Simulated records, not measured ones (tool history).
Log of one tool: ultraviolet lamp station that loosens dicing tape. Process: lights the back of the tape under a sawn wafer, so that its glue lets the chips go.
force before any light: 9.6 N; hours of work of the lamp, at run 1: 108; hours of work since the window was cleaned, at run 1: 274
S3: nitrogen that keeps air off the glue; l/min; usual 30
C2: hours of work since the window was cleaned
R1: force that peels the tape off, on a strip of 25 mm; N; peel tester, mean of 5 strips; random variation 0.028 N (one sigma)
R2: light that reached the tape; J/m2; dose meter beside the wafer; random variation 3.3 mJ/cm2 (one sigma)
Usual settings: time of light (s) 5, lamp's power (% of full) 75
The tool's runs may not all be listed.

{"run": 1, "hour": 0.0, "time of light (s)": 5, "lamp's power (% of full)": 75, "S3": 30, "hours of work of the lamp": 108, "C2": 274, "R1": 1.568, "R2": 4700}
{"run": 2, "hour": 14.3, "time of light (s)": 5, "lamp's power (% of full)": 61, "S3": 30, "hours of work of the lamp": 115, "C2": 281, "R1": 2.203, "R2": 3830}
{"run": 3, "hour": 40.2, "time of light (s)": 5, "lamp's power (% of full)": 75, "S3": 30, "hours of work of the lamp": 127, "C2": 293, "R1": 1.621, "R2": 4690}
{"run": 4, "hour": 54.7, "time of light (s)": 5, "lamp's power (% of full)": 75, "S3": 30, "hours of work of the lamp": 134, "C2": 300, "R1": 1.679, "R2": 4650}
{"run": 5, "hour": 71.6, "time of light (s)": 3, "lamp's power (% of full)": 75, "S3": 30, "hours of work of the lamp": 142, "C2": 308, "R1": 3.173, "R2": 2800}
{"run": 6, "hour": 91.7, "time of light (s)": 3, "lamp's power (% of full)": 75, "S3": 27, "hours of work of the lamp": 151, "C2": 317, "R1": 3.302, "R2": 2750}
{"hour": 103.6, "done": "window cleaned of glue's vapour"}
{"run": 7, "hour": 117.4, "time of light (s)": 3, "lamp's power (% of full)": 75, "S3": 27, "hours of work of the lamp": 163, "C2": 6, "R1": 3.111, "R2": 2940}
{"run": 8, "hour": 138.6, "time of light (s)": 5, "lamp's power (% of full)": 75, "S3": 30, "hours of work of the lamp": 173, "C2": 16, "R1": 1.517, "R2": 4840}
{"run": 9, "hour": 156.8, "time of light (s)": 5, "lamp's power (% of full)": 75, "S3": 30, "hours of work of the lamp": 181, "C2": 25, "R1": 1.556, "R2": 4730}
{"run": 10, "hour": 180.7, "time of light (s)": 5, "lamp's power (% of full)": 75, "S3": 30, "hours of work of the lamp": 192, "C2": 36, "R1": 1.553, "R2": 4790}
{"run": 11, "hour": 198.9, "time of light (s)": 5, "lamp's power (% of full)": 75, "S3": 30, "hours of work of the lamp": 201, "C2": 45, "R1": 1.577, "R2": 4760}
{"run": 12, "hour": 226.3, "time of light (s)": 5, "lamp's power (% of full)": 75, "S3": 30, "hours of work of the lamp": 214, "C2": 57, "R1": 1.62, "R2": 4680}
{"run": 13, "hour": 241.8, "time of light (s)": 5, "lamp's power (% of full)": 75, "S3": 30, "hours of work of the lamp": 221, "C2": 65, "R1": 1.6, "R2": 4700}
{"run": 14, "hour": 262.1, "time of light (s)": 5, "lamp's power (% of full)": 75, "S3": 30, "hours of work of the lamp": 230, "C2": 74, "R1": 1.613, "R2": 4670}
{"run": 15, "hour": 279.1, "time of light (s)": 5, "lamp's power (% of full)": 75, "S3": 30, "hours of work of the lamp": 238, "C2": 82, "R1": 1.649, "R2": 4610}
{"run": 16, "hour": 291.7, "time of light (s)": 5, "lamp's power (% of full)": 75, "S3": 30, "hours of work of the lamp": 244, "C2": 88, "R1": 1.611, "R2": 4630}
{"run": 17, "hour": 310.8, "time of light (s)": 7, "lamp's power (% of full)": 75, "S3": 30, "hours of work of the lamp": 253, "C2": 97, "R1": 0.892, "R2": 6470}
{"run": 18, "hour": 334.0, "time of light (s)": 7, "lamp's power (% of full)": 75, "S3": 30, "hours of work of the lamp": 264, "C2": 108, "R1": 0.917, "R2": 6360}
{"run": 19, "hour": 345.2, "time of light (s)": 7, "lamp's power (% of full)": 75, "S3": 30, "hours of work of the lamp": 269, "C2": 113, "R1": 0.923, "R2": 6360}
{"run": 20, "hour": 372.1, "time of light (s)": 7, "lamp's power (% of full)": 75, "S3": 30, "hours of work of the lamp": 282, "C2": 126, "R1": 0.925, "R2": 6310}
{"run": 21, "hour": 399.2, "time of light (s)": 7, "lamp's power (% of full)": 75, "S3": 30, "hours of work of the lamp": 295, "C2": 138, "R1": 0.893, "R2": 6270}
{"run": 22, "hour": 426.2, "time of light (s)": 7, "lamp's power (% of full)": 75, "S3": 30, "hours of work of the lamp": 307, "C2": 151, "R1": 0.957, "R2": 6240}
{"run": 23, "hour": 437.7, "time of light (s)": 6, "lamp's power (% of full)": 75, "S3": 23, "hours of work of the lamp": 313, "C2": 156, "R1": 1.592, "R2": 5340}
{"run": 24, "hour": 456.1, "time of light (s)": 6, "lamp's power (% of full)": 75, "S3": 23, "hours of work of the lamp": 321, "C2": 165, "R1": 1.601, "R2": 5370}
{"run": 25, "hour": 480.1, "time of light (s)": 7, "lamp's power (% of full)": 85, "S3": 11, "hours of work of the lamp": 332, "C2": 176, "R1": 1.607, "R2": 7020}
{"run": 26, "hour": 496.4, "time of light (s)": 7, "lamp's power (% of full)": 85, "S3": 11, "hours of work of the lamp": 340, "C2": 184, "R1": 1.611, "R2": 6960}
{"run": 27, "hour": 509.7, "time of light (s)": 7, "lamp's power (% of full)": 61, "S3": 31, "hours of work of the lamp": 346, "C2": 190, "R1": 1.451, "R2": 4980}
{"run": 28, "hour": 528.9, "time of light (s)": 7, "lamp's power (% of full)": 61, "S3": 31, "hours of work of the lamp": 355, "C2": 199, "R1": 1.396, "R2": 4940}
{"run": 29, "hour": 552.9, "time of light (s)": 7, "lamp's power (% of full)": 67, "S3": 35, "hours of work of the lamp": 366, "C2": 210, "R1": 1.176, "R2": 5390}
{"run": 30, "hour": 577.8, "time of light (s)": 7, "lamp's power (% of full)": 67, "S3": 35, "hours of work of the lamp": 378, "C2": 222, "R1": 1.166, "R2": 5390}
{"run": 31, "hour": 600.6, "time of light (s)": 7, "lamp's power (% of full)": 67, "S3": 35, "hours of work of the lamp": 389, "C2": 232, "R1": 1.166, "R2": 5290}
{"run": 32, "hour": 624.0, "time of light (s)": 5, "lamp's power (% of full)": 75, "S3": 26, "hours of work of the lamp": 400, "C2": 243, "R1": 2.055, "R2": 4270}
{"run": 33, "hour": 645.4, "time of light (s)": 7, "lamp's power (% of full)": 83, "S3": 51, "hours of work of the lamp": 410, "C2": 253, "R1": 0.624, "R2": 6450}
{"run": 34, "hour": 668.2, "time of light (s)": 7, "lamp's power (% of full)": 83, "S3": 51, "hours of work of the lamp": 420, "C2": 264, "R1": 0.625, "R2": 6470}
{"run": 35, "hour": 687.0, "time of light (s)": 6, "lamp's power (% of full)": 64, "S3": 30, "hours of work of the lamp": 429, "C2": 273, "R1": 1.868, "R2": 4250}
{"run": 36, "hour": 702.1, "time of light (s)": 6, "lamp's power (% of full)": 75, "S3": 13, "hours of work of the lamp": 436, "C2": 280, "R1": 2.462, "R2": 4930}
{"run": 37, "hour": 719.0, "time of light (s)": 6, "lamp's power (% of full)": 75, "S3": 13, "hours of work of the lamp": 444, "C2": 288, "R1": 2.404, "R2": 4900}
{"run": 38, "hour": 737.0, "time of light (s)": 5, "lamp's power (% of full)": 64, "S3": 25, "hours of work of the lamp": 453, "C2": 296, "R1": 2.738, "R2": 3490}
{"run": 39, "hour": 757.4, "time of light (s)": 9, "lamp's power (% of full)": 67, "S3": 35, "hours of work of the lamp": 462, "C2": 306, "R1": 0.79, "R2": 6520}
{"run": 40, "hour": 784.2, "time of light (s)": 9, "lamp's power (% of full)": 67, "S3": 35, "hours of work of the lamp": 475, "C2": 318, "R1": 0.818, "R2": 6530}
{"hour": 793.1, "done": "window cleaned of glue's vapour"}
{"run": 41, "hour": 808.3, "time of light (s)": 9, "lamp's power (% of full)": 67, "S3": 35, "hours of work of the lamp": 486, "C2": 7, "R1": 0.723, "R2": 6830}

The same runs without the tool's hidden state, with the same run-to-run variation:
The hidden state here: lamp's light, % of a new lamp's; light that the window lets through, % of a clean one's; drift of the gauge itself on peel_n, %; drift of the gauge itself on dose_mj_cm2, %.
run=1 R1=1.348 R2=5130
run=2 R1=1.925 R2=4200
run=3 R1=1.369 R2=5180
run=4 R1=1.411 R2=5150
run=5 R1=2.819 R2=3110
run=6 R1=2.928 R2=3070
run=7 R1=2.896 R2=3140
run=8 R1=1.341 R2=5200
run=9 R1=1.366 R2=5110
run=10 R1=1.349 R2=5190
run=11 R1=1.359 R2=5190
run=12 R1=1.379 R2=5150
run=13 R1=1.353 R2=5180
run=14 R1=1.351 R2=5180
run=15 R1=1.373 R2=5140
run=16 R1=1.333 R2=5170
run=17 R1=0.701 R2=7270
run=18 R1=0.713 R2=7190
run=19 R1=0.715 R2=7220
run=20 R1=0.705 R2=7210
run=21 R1=0.673 R2=7220
run=22 R1=0.708 R2=7230
run=23 R1=1.218 R2=6210
run=24 R1=1.215 R2=6280
run=25 R1=1.210 R2=8250
run=26 R1=1.206 R2=8220
run=27 R1=1.063 R2=5900
run=28 R1=1.013 R2=5900
run=29 R1=0.821 R2=6470
run=30 R1=0.805 R2=6510
run=31 R1=0.793 R2=6440
run=32 R1=1.494 R2=5220
run=33 R1=0.410 R2=7960
run=34 R1=0.407 R2=8030
run=35 R1=1.294 R2=5300
run=36 R1=1.778 R2=6170
run=37 R1=1.722 R2=6170
run=38 R1=1.992 R2=4420
run=39 R1=0.488 R2=8300
run=40 R1=0.496 R2=8370
run=41 R1=0.484 R2=8320
